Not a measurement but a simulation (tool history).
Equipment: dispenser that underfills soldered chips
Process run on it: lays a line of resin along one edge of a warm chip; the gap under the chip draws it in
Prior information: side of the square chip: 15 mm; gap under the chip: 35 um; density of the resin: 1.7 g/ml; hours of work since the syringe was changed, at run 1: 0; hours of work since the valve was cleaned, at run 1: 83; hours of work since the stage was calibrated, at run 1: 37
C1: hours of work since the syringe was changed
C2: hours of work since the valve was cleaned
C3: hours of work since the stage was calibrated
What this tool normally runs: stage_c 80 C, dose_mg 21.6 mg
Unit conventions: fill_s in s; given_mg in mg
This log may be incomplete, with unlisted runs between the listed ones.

{"run": 1, "hour": 0.0, "stage_c": 80, "dose_mg": 21.6, "C1": 0, "C2": 83, "C3": 37, "fill_s": 208.1, "given_mg": 20.31}
{"hour": 7.7, "done": "new syringe of resin"}
{"run": 2, "hour": 8.4, "stage_c": 80, "dose_mg": 21.6, "C1": 0, "C2": 88, "C3": 43, "fill_s": 209.3, "given_mg": 20.05}
{"hour": 15.7, "done": "new syringe of resin"}
{"run": 3, "hour": 16.8, "stage_c": 80, "dose_mg": 21.6, "C1": 1, "C2": 94, "C3": 48, "fill_s": 215.8, "given_mg": 20.04}
{"hour": 23.8, "done": "new syringe of resin"}
{"run": 4, "hour": 28.0, "stage_c": 73, "dose_mg": 21.6, "C1": 3, "C2": 101, "C3": 56, "fill_s": 300.9, "given_mg": 19.83}
{"hour": 32.2, "done": "new syringe of resin"}
{"run": 5, "hour": 37.4, "stage_c": 73, "dose_mg": 21.6, "C1": 4, "C2": 108, "C3": 62, "fill_s": 315.9, "given_mg": 19.78}
{"hour": 39.3, "done": "dispensing valve cleaned and set on the balance"}
{"hour": 41.9, "done": "new syringe of resin"}
{"run": 6, "hour": 45.5, "stage_c": 73, "dose_mg": 21.6, "C1": 2, "C2": 4, "C3": 67, "fill_s": 303.4, "given_mg": 21.69}
{"hour": 50.2, "done": "new syringe of resin"}
{"run": 7, "hour": 55.1, "stage_c": 80, "dose_mg": 22.2, "C1": 3, "C2": 11, "C3": 73, "fill_s": 222.3, "given_mg": 22.07}
{"hour": 58.2, "done": "new syringe of resin"}
{"run": 8, "hour": 62.1, "stage_c": 75, "dose_mg": 18.8, "C1": 3, "C2": 15, "C3": 78, "fill_s": 285.5, "given_mg": 18.56}
{"hour": 66.5, "done": "new syringe of resin"}
{"run": 9, "hour": 68.1, "stage_c": 80, "dose_mg": 18.5, "C1": 1, "C2": 19, "C3": 82, "fill_s": 216.1, "given_mg": 18.24}
{"hour": 74.7, "done": "new syringe of resin"}
{"run": 10, "hour": 75.3, "stage_c": 76, "dose_mg": 27.9, "C1": 0, "C2": 24, "C3": 87, "fill_s": 240.4, "given_mg": 27.43}
{"run": 11, "hour": 80.0, "stage_c": 80, "dose_mg": 28.0, "C1": 4, "C2": 27, "C3": 90, "fill_s": 224.3, "given_mg": 27.45}
{"hour": 83.5, "done": "new syringe of resin"}
{"run": 12, "hour": 90.4, "stage_c": 74, "dose_mg": 24.9, "C1": 5, "C2": 34, "C3": 97, "fill_s": 307.9, "given_mg": 24.16}
{"hour": 91.7, "done": "new syringe of resin"}
{"hour": 100.0, "done": "new syringe of resin"}
{"run": 13, "hour": 101.0, "stage_c": 68, "dose_mg": 21.6, "C1": 1, "C2": 41, "C3": 104, "fill_s": 362.5, "given_mg": 20.81}

Below, some changes in fill_s between adjacent runs. For each, the amount present without the hidden state too (settings, incoming material, random variation) and the amount remaining for the hidden state with gauge scatter not shared by both compared results:
Unlogged tool condition in this case: resin's viscosity, % of fresh resin's; dose that the valve gives, % of what is set; true chip temperature over the reading, C; drift of the gauge itself on fill_s, %; drift of the gauge itself on given_mg, %.
Run 3 -> 4: stage_c 80 -> 73, new syringe of resin. fill_s +85.1 s: hidden state +17.1, all else +68.0.
Run 12 -> 13: stage_c 74 -> 68, dose_mg 24.9 -> 21.6, new syringe of resin, new syringe of resin. fill_s +54.6 s: hidden state -36.5, all else +91.1.
